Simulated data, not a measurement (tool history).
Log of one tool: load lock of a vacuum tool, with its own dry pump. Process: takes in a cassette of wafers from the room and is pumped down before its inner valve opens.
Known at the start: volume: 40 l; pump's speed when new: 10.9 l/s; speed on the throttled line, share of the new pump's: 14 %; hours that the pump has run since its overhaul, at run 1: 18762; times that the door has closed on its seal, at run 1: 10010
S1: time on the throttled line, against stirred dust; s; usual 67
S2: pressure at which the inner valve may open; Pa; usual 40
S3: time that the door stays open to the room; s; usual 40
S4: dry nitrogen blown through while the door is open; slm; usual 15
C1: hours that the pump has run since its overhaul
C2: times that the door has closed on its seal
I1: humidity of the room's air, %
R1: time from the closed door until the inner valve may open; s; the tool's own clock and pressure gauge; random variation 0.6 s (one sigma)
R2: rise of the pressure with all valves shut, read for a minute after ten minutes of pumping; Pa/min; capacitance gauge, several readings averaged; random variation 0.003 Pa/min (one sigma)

Run 1, hour 0: usual settings; C1 18762; C2 10010; I1 43.5. Result: R1 90.6 s, R2 0.104 Pa/min.
Run 2, hour 112: usual settings but S1 57 s; C1 18874; C2 10204; I1 45.7. Result: R1 82.1 s, R2 0.104 Pa/min.
Run 3, hour 228.6: usual settings but S1 57 s; C1 18990; C2 10407; I1 44.5. Result: R1 82.5 s, R2 0.099 Pa/min.
Run 4, hour 360.7: usual settings but S2 45 Pa; C1 19122; C2 10636; I1 44.7. Result: R1 89.9 s, R2 0.103 Pa/min.
Run 5, hour 467.7: usual settings but S2 45 Pa; C1 19229; C2 10822; I1 43.7. Result: R1 90.7 s, R2 0.107 Pa/min.
Run 6, hour 531.6: usual settings but S2 45 Pa; C1 19293; C2 10933; I1 45. Result: R1 89.4 s, R2 0.109 Pa/min.
Run 7, hour 609.4: usual settings but S2 45 Pa; C1 19371; C2 11068; I1 45.5. Result: R1 89.6 s, R2 0.117 Pa/min.
Run 8, hour 729.3: usual settings but S2 45 Pa; C1 19491; C2 11276; I1 45.9. Result: R1 89.6 s, R2 0.119 Pa/min.
Run 9, hour 815.6: usual settings but S2 45 Pa; C1 19577; C2 11426; I1 43.6. Result: R1 90.2 s, R2 0.116 Pa/min.
Run 10, hour 917.3: usual settings but S2 45 Pa; C1 19679; C2 11603; I1 43.6. Result: R1 89.1 s, R2 0.121 Pa/min.
Run 11, hour 1057.3: usual settings but S1 47 s, S2 62 Pa, S3 74 s; C1 19819; C2 11846; I1 47.5. Result: R1 72.7 s, R2 0.12 Pa/min.
Run 12, hour 1207.4: usual settings but S1 47 s, S2 62 Pa, S3 74 s; C1 19969; C2 12106; I1 40.2. Result: R1 72.1 s, R2 0.125 Pa/min.
Run 13, hour 1327.6: usual settings but S1 64 s, S2 55 Pa, S3 36 s, S4 29 slm; C1 20089; C2 12315; I1 42.4. Result: R1 87.8 s, R2 0.115 Pa/min.
Run 14, hour 1416: usual settings but S1 83 s, S2 59 Pa, S3 36 s, S4 29 slm; C1 20178; C2 12469; I1 45.7. Result: R1 102.4 s, R2 0.12 Pa/min.
Run 15, hour 1505.5: usual settings; C1 20267; C2 12624; I1 45.1. Result: R1 91.6 s, R2 0.133 Pa/min.
Run 16, hour 1612.9: usual settings; C1 20375; C2 12811; I1 47. Result: R1 90.3 s, R2 0.128 Pa/min.
Run 17, hour 1685.9: usual settings; C1 20448; C2 12937; I1 44.9. Result: R1 90.8 s, R2 0.134 Pa/min.
Run 18, hour 1761.7: usual settings but S3 178 s, S4 12 slm; C1 20523; C2 13069; I1 44.5. Result: R1 90.4 s, R2 0.154 Pa/min.

4 ways to go on from here, each from the tool as it stands after run 18. What would each give?
Run A, hour 1900.5: usual settings but S2 42 Pa, S3 178 s, S4 4 slm; C1 20662; C2 13310; I1 48.8. Result: R1 ?, R2 ?.
Run B, hour 1900.5: usual settings but S3 172 s, S4 34 slm; C1 20662; C2 13310; I1 48.3. Result: R1 ?, R2 ?.
Run C, hour 1900.5: usual settings but S1 109 s, S3 178 s, S4 12 slm; C1 20662; C2 13310; I1 46.5. Result: R1 ?, R2 ?.
Run D, hour 1900.5: usual settings but S1 41 s, S4 36 slm; C1 20662; C2 13310; I1 48.5. Result: R1 ?, R2 ?.

run     R1     R2
  A   90.9  0.202
  B   91.1  0.131
  C  126.5  0.162
  D   69.4  0.127
Without the tool's hidden state the same runs would have given:
run     R1     R2
  A   86.5   0.09
  B   86.6   0.02
  C  123.3  0.051
  D   64.1  0.016
